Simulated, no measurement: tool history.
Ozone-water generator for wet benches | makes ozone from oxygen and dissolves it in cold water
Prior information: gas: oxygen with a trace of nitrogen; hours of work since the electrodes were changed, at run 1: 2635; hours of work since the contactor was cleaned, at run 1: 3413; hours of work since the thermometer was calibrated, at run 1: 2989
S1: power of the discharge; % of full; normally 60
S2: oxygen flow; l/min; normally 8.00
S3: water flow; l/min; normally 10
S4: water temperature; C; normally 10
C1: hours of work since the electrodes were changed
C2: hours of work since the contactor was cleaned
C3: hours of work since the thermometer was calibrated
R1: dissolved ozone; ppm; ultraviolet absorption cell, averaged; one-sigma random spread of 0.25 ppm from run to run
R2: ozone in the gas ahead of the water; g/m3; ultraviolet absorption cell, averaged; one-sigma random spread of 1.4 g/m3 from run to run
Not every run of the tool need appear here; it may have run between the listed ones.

run	hour	S1	S2	S3	S4	C1	C2	C3	R1	R2
1	0.0	60	8.00	10	10	2635	3413	2989	35.6	245.9
2	67.7	60	8.00	10	10	2677	3455	3031	34.9	245.1
3	135.6	60	6.05	10	10	2719	3496	3073	38.4	296.3
4	238.5	60	6.05	10	10	2782	3560	3136	38.0	297.1
5	326.1	60	8.00	10	9	2836	3614	3190	36.1	244.6
6	408.1	60	8.00	10	9	2887	3664	3241	36.0	245.5
7	493.0	60	8.00	6	10	2939	3716	3293	50.5	245.0
8	631.1	60	8.00	6	10	3024	3801	3378	50.1	243.4
9	749.6	60	8.00	6	10	3097	3874	3451	50.6	243.7
10	875.3	60	8.00	6	10	3174	3952	3528	50.4	243.0
11	955.0	60	8.00	10	16	3223	4001	3577	30.4	240.8
12	1051.8	60	8.00	8	10	3283	4060	3637	40.7	240.7
13	1177.5	60	8.00	8	10	3360	4138	3714	41.4	242.5
14	1310.7	60	5.34	10	10	3442	4220	3796	38.7	316.4
15	1434.5	60	5.34	10	10	3518	4296	3872	39.1	318.1
16	1497.2	60	5.34	10	10	3557	4334	3911	38.7	316.7
# hour 1524.9: contactor cleaned
17	1626.9	60	5.34	11	10	3634	63	3988	37.1	315.8
18	1754.7	60	14.30	10	10	3713	141	4067	28.6	163.2
19	1812.9	60	4.47	10	10	3749	177	4103	41.8	354.9
20	1903.8	60	4.47	10	10	3805	233	4159	42.2	355.3
21	2007.0	68	8.00	11	10	3868	297	4222	35.5	258.7
22	2143.1	52	4.45	11	8	3952	381	4306	36.8	328.6
23	2225.5	89	13.74	10	15	4003	431	4357	31.7	209.0
24	2307.7	93	4.53	13	7	4053	482	4407	42.5	445.7
# hour 2374.6: water thermometer calibrated
25	2428.1	93	4.53	13	7	4127	556	33	42.1	448.9
26	2510.0	93	9.79	13	7	4177	606	83	36.7	266.5
27	2575.0	93	5.78	10	7	4217	646	123	52.3	375.9
28	2669.1	60	4.09	11	8	4275	704	181	39.8	374.8
29	2753.5	93	11.46	13	11	4327	756	233	32.0	239.7
30	2890.3	42	12.37	6	15	4411	840	317	29.9	146.8
31	3003.5	42	12.37	6	15	4481	910	387	30.2	149.2
32	3063.9	42	14.03	7	15	4518	947	424	25.8	136.2

Branching from run 32: 5 alternative next runs. What would each branch give?
A	3185.0	60	8.67	10	17	4593	1021	499	?	?
B	3185.0	51	14.03	7	15	4593	1021	499	?	?
C	3185.0	60	8.00	10	8	4593	1021	499	?	?
D	3185.0	60	14.03	15	15	4593	1021	499	?	?
E	3185.0	48	6.94	7	10	4593	1021	499	?	?

run	R1	R2
A	29.8	226.0
B	28.4	149.5
C	37.2	238.4
D	19.1	164.0
E	43.6	232.9
Had the tool no hidden state, the same runs would have come out as:
run	R1	R2
A	32.0	239.6
B	30.3	157.6
C	39.9	252.8
D	20.5	173.9
E	46.3	245.0
